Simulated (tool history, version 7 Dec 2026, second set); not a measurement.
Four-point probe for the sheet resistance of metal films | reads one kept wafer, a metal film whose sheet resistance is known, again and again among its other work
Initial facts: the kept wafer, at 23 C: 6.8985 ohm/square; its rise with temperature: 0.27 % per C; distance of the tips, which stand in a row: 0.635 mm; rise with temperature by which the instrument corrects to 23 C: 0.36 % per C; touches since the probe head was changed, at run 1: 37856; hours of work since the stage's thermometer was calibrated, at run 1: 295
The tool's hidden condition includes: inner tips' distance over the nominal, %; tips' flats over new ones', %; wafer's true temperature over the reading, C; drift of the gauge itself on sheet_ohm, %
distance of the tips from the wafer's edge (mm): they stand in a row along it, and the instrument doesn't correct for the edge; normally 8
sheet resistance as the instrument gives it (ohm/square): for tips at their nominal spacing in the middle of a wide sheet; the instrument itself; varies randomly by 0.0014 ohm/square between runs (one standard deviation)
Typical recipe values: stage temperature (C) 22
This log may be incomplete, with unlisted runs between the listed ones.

| run | hour | stage temperature (C) | distance of the tips from the wafer's edge (mm) | touches since the probe head was changed | hours of work since the stage's thermometer was calibrated | sheet resistance as the instrument gives it (ohm/square) |
|---|---|---|---|---|---|---|
| 1 | 0 | 22 | 8 | 37856 | 295 | 6.915445 |
| 2 | 46.9 | 22 | 8 | 39120 | 318 | 6.917891 |
| 3 | 83.7 | 21 | 8 | 40113 | 337 | 6.922516 |
| 4 | 138.8 | 21 | 8 | 41598 | 364 | 6.924805 |
| 5 | 174.5 | 21 | 8 | 42562 | 381 | 6.921787 |
| 6 | 198.9 | 22 | 8 | 43220 | 393 | 6.920381 |
| 7 | 249.4 | 22 | 51 | 44582 | 418 | 6.895804 |
| 8 | 304.5 | 22 | 51 | 46067 | 446 | 6.896208 |
| 9 | 359.4 | 22 | 51 | 47549 | 473 | 6.895873 |
| 10 | 383.1 | 22 | 51 | 48189 | 484 | 6.89773 |
| 11 | 432.7 | 22 | 51 | 49526 | 509 | 6.897533 |
| 12 | 489.5 | 31 | 16 | 51057 | 537 | 6.853689 |
| 13 | 524.8 | 28 | 54 | 52011 | 554 | 6.86476 |
| 14 | 564.5 | 35 | 54 | 53079 | 574 | 6.825118 |
| 15 | 605 | 28 | 7 | 54172 | 594 | 6.895235 |
| 16 | 631.4 | 21 | 4 | 54886 | 607 | 6.999773 |
| 17 | 668.5 | 22 | 9 | 55885 | 625 | 6.917118 |
| 18 | 710.5 | 32 | 8 | 57019 | 646 | 6.86724 |
| 19 | 767.1 | 19 | 49 | 58546 | 674 | 6.917658 |
| 20 | 822.7 | 19 | 49 | 60045 | 701 | 6.92093 |

Here are 3 independent what-if runs from the current tool condition. What would each one return?
| A | 876.5 | 31 | 37 | 61494 | 728 | ? |
| B | 876.5 | 31 | 8 | 61494 | 728 | ? |
| C | 876.5 | 28 | 49 | 61494 | 728 | ? |

| run | sheet resistance as the instrument gives it (ohm/square) |
|---|---|
| A | 6.852812 |
| B | 6.87539 |
| C | 6.867683 |
Had the tool no hidden state, the same runs would have come out as:
| run | sheet resistance as the instrument gives it (ohm/square) |
|---|---|
| A | 6.855276 |
| B | 6.877862 |
| C | 6.870151 |

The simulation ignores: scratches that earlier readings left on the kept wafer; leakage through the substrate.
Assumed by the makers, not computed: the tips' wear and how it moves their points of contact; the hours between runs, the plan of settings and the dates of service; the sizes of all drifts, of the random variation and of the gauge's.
